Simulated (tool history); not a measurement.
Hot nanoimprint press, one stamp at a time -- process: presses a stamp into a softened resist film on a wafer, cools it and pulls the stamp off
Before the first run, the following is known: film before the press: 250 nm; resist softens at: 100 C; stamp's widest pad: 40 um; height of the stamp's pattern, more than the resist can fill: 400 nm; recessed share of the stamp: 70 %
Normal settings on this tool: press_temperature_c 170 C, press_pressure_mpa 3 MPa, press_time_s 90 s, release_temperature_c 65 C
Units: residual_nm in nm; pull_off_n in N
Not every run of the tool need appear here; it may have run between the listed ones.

run   hour  press_temperature_c  press_pressure_mpa  press_time_s  release_temperature_c  residual_nm  pull_off_n
  1      0                  170                   3            90                     65        114.5         148
  2   14.9                  170                   3            90                     65        116.1         151
  3   31.6                  170                 3.5            90                     65        106.4         153
  4   60.1                  170                2.44            90                     65        127.3         166
  5   85.1                  170                1.82            90                     65        147.5         175
  6  114.4                  170                1.82            90                     65        145.2         174
     122.9  -- stamp cleaned and given a new release coat
  7  146.3                  170                   3            90                     64          117         105
  8  166.9                  170                   3            90                     64        118.4         111
  9  180.2                  170                   3            90                     65        118.6         116
 10  211.3                  170                   3            90                     65        117.9         116
 11    237                  170                   3            90                     65        119.3         122
 12  254.6                  167                2.98            90                     65        136.5         128
 13  283.8                  167                2.98            81                     71        143.3         125
 14  299.3                  167                2.98            81                     71        143.4         121
 15  325.3                  167                2.98           107                     71        132.6         126
     341.3  -- plate thermocouple calibrated
 16  358.3                  170                   3            66                     65        123.3         147
 17  387.1                  170                   3            66                     56        124.2         182
 18  417.7                  170                   3            66                     56        124.3         187
 19  435.5                  161                2.63            90                     71        178.1         150
 20  466.1                  174                2.63            90                     71         98.9         149
     476.7  -- stamp cleaned and given a new release coat
 21  498.5                  170                1.82            90                     59        141.5         111

Predict each of these 4 candidate next runs independently; none follows another, all start after run 21:
  A  518.2                  166                   3            90                     65            ?           ?
  B  518.2                  161                1.82            46                     59            ?           ?
  C  518.2                  170                1.82            81                     59            ?           ?
  D  518.2                  171                1.82            90                     59            ?           ?

run  residual_nm  pull_off_n
  A        138.3         104
  B        218.5         122
  C        148.6         122
  D        135.7         122
With no hidden state in the tool, these same runs would have given:
run  residual_nm  pull_off_n
  A        131.4          95
  B        214.8         111
  C        142.9         111
  D        130.3         111

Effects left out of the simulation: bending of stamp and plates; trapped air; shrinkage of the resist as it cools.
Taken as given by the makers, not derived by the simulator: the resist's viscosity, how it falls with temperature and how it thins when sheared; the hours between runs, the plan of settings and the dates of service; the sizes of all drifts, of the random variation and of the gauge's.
